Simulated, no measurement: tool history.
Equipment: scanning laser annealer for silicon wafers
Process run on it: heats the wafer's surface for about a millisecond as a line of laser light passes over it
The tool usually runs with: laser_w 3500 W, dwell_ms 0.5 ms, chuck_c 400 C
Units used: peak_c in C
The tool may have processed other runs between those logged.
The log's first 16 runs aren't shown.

| run | hour | laser_w | dwell_ms | chuck_c | hours of work since the window was cleaned | hours of work since the power meter was calibrated | hours of work since the optics were aligned | peak_c |
|---|---|---|---|---|---|---|---|---|
|  | 1017.3 | optics aligned, line set to its width |
| 17 | 1100.3 | 3500 | 0.472 | 400 | 506 | 156 | 55 | 1150 |
| 18 | 1157.8 | 3500 | 0.472 | 400 | 544 | 194 | 92 | 1151 |
|  | 1224.2 | window over the wafer cleaned |
|  | 1234.2 | laser's power meter calibrated, once more |
| 19 | 1244.8 | 3500 | 0.472 | 400 | 12 | 7 | 146 | 1154 |
| 20 | 1326.6 | 3500 | 0.5 | 398 | 65 | 61 | 200 | 1174 |
| 21 | 1377.7 | 3500 | 0.5 | 398 | 99 | 94 | 233 | 1171 |
| 22 | 1462.2 | 3661 | 0.5 | 408 | 154 | 150 | 289 | 1224 |
| 23 | 1528.9 | 3313 | 0.5 | 369 | 198 | 193 | 333 | 1096 |
| 24 | 1615.4 | 3307 | 0.5 | 400 | 255 | 250 | 389 | 1120 |
| 25 | 1702.4 | 3307 | 0.5 | 400 | 312 | 307 | 446 | 1119 |
| 26 | 1794.2 | 3307 | 0.5 | 400 | 372 | 368 | 507 | 1115 |
| 27 | 1883.9 | 3307 | 0.5 | 400 | 431 | 427 | 566 | 1113 |
| 28 | 1936.4 | 3702 | 0.416 | 415 | 466 | 461 | 600 | 1145 |
| 29 | 1983 | 3703 | 0.491 | 386 | 496 | 492 | 631 | 1187 |
| 30 | 2078.8 | 3703 | 0.491 | 386 | 559 | 554 | 694 | 1187 |
|  | 2118.8 | window over the wafer cleaned |
| 31 | 2138 | 3703 | 0.491 | 386 | 13 | 592 | 731 | 1203 |
| 32 | 2225.4 | 3698 | 0.5 | 434 | 70 | 649 | 789 | 1259 |
| 33 | 2276.4 | 3500 | 0.5 | 408 | 103 | 683 | 822 | 1182 |
| 34 | 2320.8 | 3843 | 0.589 | 399 | 133 | 712 | 851 | 1340 |
| 35 | 2381 | 2994 | 0.589 | 399 | 172 | 752 | 891 | 1109 |
| 36 | 2454.2 | 3312 | 0.414 | 403 | 220 | 800 | 939 | 1052 |

Run 37 is up next; what results do you expect?
| 37 | 2546 | 3312 | 0.414 | 403 | 280 | 860 | 999 | ? |

{"run 37": {"peak_c": 1050}}
The same run, on a tool lacking any hidden state, would have yielded peak_c 1062 C.
